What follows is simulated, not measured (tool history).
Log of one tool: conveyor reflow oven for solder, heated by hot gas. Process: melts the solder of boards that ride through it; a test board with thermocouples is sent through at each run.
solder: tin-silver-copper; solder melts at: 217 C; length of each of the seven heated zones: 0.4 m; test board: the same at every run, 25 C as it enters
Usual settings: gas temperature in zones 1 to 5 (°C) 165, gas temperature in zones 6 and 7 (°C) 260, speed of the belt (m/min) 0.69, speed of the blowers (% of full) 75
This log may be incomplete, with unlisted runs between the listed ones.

| run | hour | gas temperature in zones 1 to 5 (°C) | gas temperature in zones 6 and 7 (°C) | speed of the belt (m/min) | speed of the blowers (% of full) | highest temperature of the board (°C) | time above the solder's melting point (s) |
|---|---|---|---|---|---|---|---|
| 1 | 0 | 165 | 260 | 0.69 | 75 | 244.5 | 43.9 |
|  | 10.2 | thermocouples of zones 6 and 7 changed |
| 2 | 85 | 165 | 260 | 0.69 | 70 | 243.5 | 42.4 |
| 3 | 162 | 165 | 260 | 0.771 | 75 | 240.8 | 35.5 |
| 4 | 214.5 | 165 | 260 | 0.771 | 75 | 240.7 | 35.1 |
| 5 | 250.5 | 165 | 260 | 0.69 | 75 | 244.6 | 43.8 |
|  | 298.6 | flux residue cleaned out of gas plates and filters |
| 6 | 321.9 | 165 | 260 | 0.69 | 75 | 244.6 | 43.9 |
| 7 | 369 | 165 | 260 | 0.69 | 75 | 244.1 | 43.7 |
| 8 | 435.5 | 168 | 260 | 0.69 | 75 | 244.9 | 45.4 |
|  | 479.9 | belt drive overhauled, speed set with a stopwatch |
| 9 | 501.5 | 168 | 260 | 0.69 | 75 | 245.1 | 45 |
| 10 | 566.8 | 165 | 260 | 0.69 | 75 | 244.5 | 43.9 |
| 11 | 644.7 | 165 | 260 | 0.69 | 75 | 244.5 | 43.8 |
| 12 | 680.6 | 165 | 260 | 0.61 | 75 | 247.7 | 53.9 |
| 13 | 738.6 | 165 | 260 | 0.69 | 75 | 244.4 | 44.2 |
|  | 781.5 | flux residue cleaned out of gas plates and filters |
| 14 | 825.7 | 161 | 272 | 0.69 | 75 | 254.2 | 49.4 |
| 15 | 881.1 | 158 | 266 | 0.69 | 75 | 248.5 | 44.9 |
| 16 | 930.1 | 165 | 262 | 0.632 | 75 | 248.7 | 52.2 |
| 17 | 974.2 | 165 | 260 | 0.69 | 60 | 240.5 | 39.2 |
| 18 | 1012.8 | 169 | 273 | 0.606 | 75 | 260.3 | 63.7 |
| 19 | 1074 | 169 | 273 | 0.756 | 71 | 252.4 | 45.2 |
| 20 | 1150.7 | 174 | 266 | 0.69 | 75 | 250.9 | 50.9 |
| 21 | 1207 | 174 | 266 | 0.69 | 75 | 251.1 | 51.2 |
|  | 1257.8 | flux residue cleaned out of gas plates and filters |
| 22 | 1257.8 | 156 | 266 | 0.69 | 58 | 243.1 | 38.6 |
| 23 | 1331.4 | 173 | 264 | 0.69 | 75 | 249.2 | 49.4 |
| 24 | 1414.8 | 165 | 261 | 0.689 | 75 | 245.2 | 44.6 |
| 25 | 1469.7 | 165 | 268 | 0.82 | 65 | 242.2 | 32.9 |

Below are 3 alternative next runs, each starting from the tool's condition after run 25. Predict each:
| A | 1535.8 | 165 | 252 | 0.621 | 67 | ? | ? |
| B | 1535.8 | 167 | 260 | 0.69 | 57 | ? | ? |
| C | 1535.8 | 165 | 256 | 0.69 | 75 | ? | ? |

| run | highest temperature of the board (°C) | time above the solder's melting point (s) |
|---|---|---|
| A | 238.7 | 44.3 |
| B | 240.2 | 38.9 |
| C | 241.1 | 40.6 |
With no hidden state in the tool, these same runs would have given:
| run | highest temperature of the board (°C) | time above the solder's melting point (s) |
|---|---|---|
| A | 238.7 | 44.3 |
| B | 240.2 | 38.9 |
| C | 241.1 | 40.6 |
